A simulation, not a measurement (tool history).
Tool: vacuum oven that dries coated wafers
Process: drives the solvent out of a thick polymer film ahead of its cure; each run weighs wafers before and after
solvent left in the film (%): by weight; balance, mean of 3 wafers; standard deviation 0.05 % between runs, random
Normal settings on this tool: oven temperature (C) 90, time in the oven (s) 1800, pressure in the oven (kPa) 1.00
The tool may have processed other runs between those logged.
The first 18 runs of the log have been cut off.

run,hour,oven temperature (C),time in the oven (s),pressure in the oven (kPa),solvent left in the film (%)
19,1551.3,92,1200,1.00,4.71
20,1643.2,75,1380,0.90,10.58
21,1694.7,75,1380,0.90,10.83
22,1760.9,82,1500,0.90,7.43
23,1838.9,82,1500,0.90,7.47
24,1924.9,95,1320,1.00,3.36
25,2001.7,94,1800,2.75,3.02
26,2086.6,75,2520,2.19,8.16
27,2174.9,75,2520,2.19,8.21
28,2232.9,95,2520,3.34,2.10
29,2306.6,100,1260,1.42,2.43
30,2412.8,89,1260,0.66,5.88
31,2539.6,89,1260,0.66,6.09

Forecast each of these 3 alternatives for the next run:
# hour 2552.0: oven's thermocouples calibrated
A,2635.3,102,900,1.52,?
# hour 2552.0: oven's thermocouples calibrated
B,2635.3,97,1320,3.39,?
# hour 2552.0: oven's thermocouples calibrated
C,2635.3,93,2700,2.24,?

run,solvent left in the film (%)
A,3.03
B,3.33
C,1.59
The same runs, with their run-to-run variation unchanged, on a tool lacking any hidden condition would have given:
run,solvent left in the film (%)
A,2.77
B,3.05
C,1.37
